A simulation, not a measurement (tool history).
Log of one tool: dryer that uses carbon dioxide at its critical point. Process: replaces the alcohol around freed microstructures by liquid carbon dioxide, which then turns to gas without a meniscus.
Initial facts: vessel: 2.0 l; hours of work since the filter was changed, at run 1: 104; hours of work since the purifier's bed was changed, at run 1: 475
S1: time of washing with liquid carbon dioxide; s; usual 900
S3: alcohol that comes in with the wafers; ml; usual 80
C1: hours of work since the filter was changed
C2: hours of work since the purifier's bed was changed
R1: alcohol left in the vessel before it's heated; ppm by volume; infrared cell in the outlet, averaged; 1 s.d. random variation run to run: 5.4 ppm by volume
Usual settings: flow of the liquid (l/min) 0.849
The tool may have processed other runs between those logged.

{"run": 1, "day": 0.0, "S1": 900, "flow of the liquid (l/min)": 0.849, "S3": 80, "C1": 104, "C2": 475, "R1": 325}
{"run": 2, "day": 0.862, "S1": 900, "flow of the liquid (l/min)": 0.849, "S3": 80, "C1": 116, "C2": 488, "R1": 329}
{"run": 3, "day": 1.625, "S1": 900, "flow of the liquid (l/min)": 0.849, "S3": 80, "C1": 127, "C2": 498, "R1": 351}
{"run": 4, "day": 2.55, "S1": 900, "flow of the liquid (l/min)": 0.849, "S3": 80, "C1": 140, "C2": 511, "R1": 363}
{"run": 5, "day": 3.296, "S1": 900, "flow of the liquid (l/min)": 1.349, "S3": 80, "C1": 150, "C2": 522, "R1": 154}
{"run": 6, "day": 4.025, "S1": 900, "flow of the liquid (l/min)": 1.349, "S3": 80, "C1": 161, "C2": 532, "R1": 157}
{"run": 7, "day": 4.683, "S1": 900, "flow of the liquid (l/min)": 1.349, "S3": 80, "C1": 170, "C2": 541, "R1": 166}
{"run": 8, "day": 5.842, "S1": 900, "flow of the liquid (l/min)": 1.349, "S3": 80, "C1": 186, "C2": 558, "R1": 166}
{"run": 9, "day": 6.471, "S1": 900, "flow of the liquid (l/min)": 1.349, "S3": 80, "C1": 195, "C2": 566, "R1": 179}
{"run": 10, "day": 7.496, "S1": 900, "flow of the liquid (l/min)": 1.349, "S3": 25, "C1": 209, "C2": 581, "R1": 163}
{"run": 11, "day": 8.15, "S1": 900, "flow of the liquid (l/min)": 1.349, "S3": 25, "C1": 219, "C2": 590, "R1": 173}
{"run": 12, "day": 8.983, "S1": 900, "flow of the liquid (l/min)": 1.349, "S3": 25, "C1": 230, "C2": 602, "R1": 173}
{"run": 13, "day": 10.383, "S1": 900, "flow of the liquid (l/min)": 1.349, "S3": 25, "C1": 250, "C2": 621, "R1": 179}
{"day": 10.604, "done": "inlet filter changed"}
{"run": 14, "day": 11.783, "S1": 900, "flow of the liquid (l/min)": 1.349, "S3": 25, "C1": 17, "C2": 640, "R1": 184}
{"run": 15, "day": 12.583, "S1": 900, "flow of the liquid (l/min)": 0.849, "S3": 80, "C1": 28, "C2": 652, "R1": 343}
{"run": 16, "day": 13.171, "S1": 900, "flow of the liquid (l/min)": 0.849, "S3": 80, "C1": 36, "C2": 660, "R1": 352}
{"run": 17, "day": 14.55, "S1": 900, "flow of the liquid (l/min)": 0.849, "S3": 80, "C1": 55, "C2": 679, "R1": 353}
{"run": 18, "day": 15.138, "S1": 900, "flow of the liquid (l/min)": 0.849, "S3": 80, "C1": 64, "C2": 687, "R1": 360}
{"run": 19, "day": 16.392, "S1": 900, "flow of the liquid (l/min)": 0.849, "S3": 80, "C1": 81, "C2": 705, "R1": 375}
{"run": 20, "day": 17.783, "S1": 900, "flow of the liquid (l/min)": 0.849, "S3": 80, "C1": 101, "C2": 725, "R1": 388}
{"run": 21, "day": 18.558, "S1": 900, "flow of the liquid (l/min)": 0.849, "S3": 80, "C1": 112, "C2": 736, "R1": 410}
{"run": 22, "day": 19.342, "S1": 1080, "flow of the liquid (l/min)": 1.317, "S3": 99, "C1": 123, "C2": 747, "R1": 211}
{"run": 23, "day": 20.467, "S1": 840, "flow of the liquid (l/min)": 0.589, "S3": 21, "C1": 138, "C2": 762, "R1": 567}
{"run": 24, "day": 21.225, "S1": 1320, "flow of the liquid (l/min)": 0.601, "S3": 70, "C1": 149, "C2": 773, "R1": 383}
{"run": 25, "day": 21.817, "S1": 1320, "flow of the liquid (l/min)": 0.601, "S3": 70, "C1": 157, "C2": 781, "R1": 392}
{"run": 26, "day": 22.996, "S1": 960, "flow of the liquid (l/min)": 1.231, "S3": 80, "C1": 174, "C2": 798, "R1": 235}
{"run": 27, "day": 24.083, "S1": 1380, "flow of the liquid (l/min)": 1.397, "S3": 80, "C1": 189, "C2": 813, "R1": 223}
{"run": 28, "day": 25.15, "S1": 1140, "flow of the liquid (l/min)": 0.566, "S3": 102, "C1": 204, "C2": 828, "R1": 1070}
{"run": 29, "day": 25.979, "S1": 1140, "flow of the liquid (l/min)": 0.693, "S3": 78, "C1": 216, "C2": 840, "R1": 463}
{"run": 30, "day": 27.046, "S1": 660, "flow of the liquid (l/min)": 0.849, "S3": 21, "C1": 231, "C2": 855, "R1": 539}
{"run": 31, "day": 28.225, "S1": 660, "flow of the liquid (l/min)": 0.707, "S3": 21, "C1": 247, "C2": 871, "R1": 809}
{"day": 28.617, "done": "inlet filter changed"}
{"run": 32, "day": 29.567, "S1": 660, "flow of the liquid (l/min)": 0.707, "S3": 21, "C1": 13, "C2": 890, "R1": 588}
{"run": 33, "day": 30.45, "S1": 1320, "flow of the liquid (l/min)": 0.575, "S3": 60, "C1": 26, "C2": 902, "R1": 361}
{"run": 34, "day": 31.204, "S1": 1320, "flow of the liquid (l/min)": 0.575, "S3": 60, "C1": 36, "C2": 913, "R1": 383}
{"run": 35, "day": 32.054, "S1": 1320, "flow of the liquid (l/min)": 0.575, "S3": 60, "C1": 48, "C2": 924, "R1": 405}
{"run": 36, "day": 32.817, "S1": 1380, "flow of the liquid (l/min)": 1.033, "S3": 87, "C1": 59, "C2": 935, "R1": 257}
{"run": 37, "day": 33.971, "S1": 1380, "flow of the liquid (l/min)": 1.033, "S3": 87, "C1": 75, "C2": 951, "R1": 257}
{"day": 34.779, "done": "purifier's bed changed"}
{"run": 38, "day": 34.779, "S1": 1380, "flow of the liquid (l/min)": 1.033, "S3": 87, "C1": 85, "C2": 0, "R1": 7}
{"run": 39, "day": 36.117, "S1": 900, "flow of the liquid (l/min)": 0.851, "S3": 114, "C1": 104, "C2": 19, "R1": 303}
{"run": 40, "day": 36.721, "S1": 540, "flow of the liquid (l/min)": 0.82, "S3": 80, "C1": 112, "C2": 27, "R1": 1929}

Table of differences, measured result less the result of that run with no hidden state. Run-to-run variation is the same in both. Gauge scatter possibly is not:
Hidden conditions of the tool in this case: flow that reaches the vessel past the clogged filter, %; alcohol in the recycled carbon dioxide, ppm; drift of the gauge itself on alcohol_ppm, %.
run=1 R1=+188
run=2 R1=+199
run=3 R1=+209
run=4 R1=+223
run=5 R1=+144
run=6 R1=+148
run=7 R1=+155
run=8 R1=+158
run=9 R1=+160
run=10 R1=+155
run=11 R1=+166
run=12 R1=+163
run=13 R1=+171
run=14 R1=+176
run=15 R1=+193
run=16 R1=+205
run=17 R1=+216
run=18 R1=+223
run=19 R1=+237
run=20 R1=+250
run=21 R1=+270
run=22 R1=+206
run=23 R1=+303
run=24 R1=+277
run=25 R1=+293
run=26 R1=+223
run=27 R1=+220
run=28 R1=+614
run=29 R1=+358
run=30 R1=+368
run=31 R1=+479
run=32 R1=+256
run=33 R1=+254
run=34 R1=+266
run=35 R1=+283
run=36 R1=+251
run=37 R1=+257
run=38 R1=+1
run=39 R1=+102
run=40 R1=+442

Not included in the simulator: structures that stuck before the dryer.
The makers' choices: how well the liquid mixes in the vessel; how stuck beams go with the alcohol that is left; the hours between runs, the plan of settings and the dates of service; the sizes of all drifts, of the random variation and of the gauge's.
